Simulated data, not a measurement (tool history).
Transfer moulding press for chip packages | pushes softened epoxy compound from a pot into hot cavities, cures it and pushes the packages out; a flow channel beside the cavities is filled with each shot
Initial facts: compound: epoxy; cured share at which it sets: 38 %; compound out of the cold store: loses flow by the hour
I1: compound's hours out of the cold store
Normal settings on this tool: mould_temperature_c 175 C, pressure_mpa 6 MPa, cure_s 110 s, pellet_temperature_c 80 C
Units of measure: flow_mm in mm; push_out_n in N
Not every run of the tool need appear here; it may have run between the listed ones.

run 1 hour=0 | mould_temperature_c=175 pressure_mpa=6 cure_s=110 pellet_temperature_c=80 | I1=17.7 | flow_mm=888 push_out_n=666
run 2 hour=8.5 | mould_temperature_c=175 pressure_mpa=6 cure_s=118 pellet_temperature_c=80 | I1=46.5 | flow_mm=812 push_out_n=730
run 3 hour=19.3 | mould_temperature_c=175 pressure_mpa=6 cure_s=110 pellet_temperature_c=80 | I1=13 | flow_mm=886 push_out_n=882
run 4 hour=29.6 | mould_temperature_c=175 pressure_mpa=6 cure_s=110 pellet_temperature_c=80 | I1=31.8 | flow_mm=838 push_out_n=913
run 5 hour=35.6 | mould_temperature_c=175 pressure_mpa=6 cure_s=110 pellet_temperature_c=80 | I1=40.6 | flow_mm=826 push_out_n=921
run 6 hour=40.8 | mould_temperature_c=175 pressure_mpa=6 cure_s=113 pellet_temperature_c=80 | I1=8.7 | flow_mm=897 push_out_n=924
run 7 hour=48.1 | mould_temperature_c=175 pressure_mpa=6 cure_s=113 pellet_temperature_c=80 | I1=19.3 | flow_mm=863 push_out_n=970
-- hour=55.1 mould's thermocouples calibrated
run 8 hour=56.2 | mould_temperature_c=175 pressure_mpa=6 cure_s=113 pellet_temperature_c=80 | I1=39.7 | flow_mm=827 push_out_n=904
run 9 hour=65.5 | mould_temperature_c=172 pressure_mpa=6 cure_s=110 pellet_temperature_c=80 | I1=27.6 | flow_mm=861 push_out_n=1160
run 10 hour=72.5 | mould_temperature_c=172 pressure_mpa=6 cure_s=116 pellet_temperature_c=77 | I1=38.2 | flow_mm=836 push_out_n=1049
-- hour=74.8 cavities cleaned with cleaning compound and waxed
run 11 hour=83 | mould_temperature_c=179 pressure_mpa=6 cure_s=116 pellet_temperature_c=77 | I1=29.1 | flow_mm=827 push_out_n=530
run 12 hour=92 | mould_temperature_c=183 pressure_mpa=6 cure_s=132 pellet_temperature_c=70 | I1=47.9 | flow_mm=773 push_out_n=598
run 13 hour=103.3 | mould_temperature_c=178 pressure_mpa=6 cure_s=132 pellet_temperature_c=70 | I1=38.9 | flow_mm=804 push_out_n=682

Predict the results of run 14:
run 14 hour=111.2 | mould_temperature_c=180 pressure_mpa=6 cure_s=109 pellet_temperature_c=83 | I1=23.3 | flow_mm=? push_out_n=?

flow_mm: 830 mm
push_out_n: 753 N
The same run, on a tool lacking any hidden state, would have yielded flow_mm 907 mm, push_out_n 412 N.

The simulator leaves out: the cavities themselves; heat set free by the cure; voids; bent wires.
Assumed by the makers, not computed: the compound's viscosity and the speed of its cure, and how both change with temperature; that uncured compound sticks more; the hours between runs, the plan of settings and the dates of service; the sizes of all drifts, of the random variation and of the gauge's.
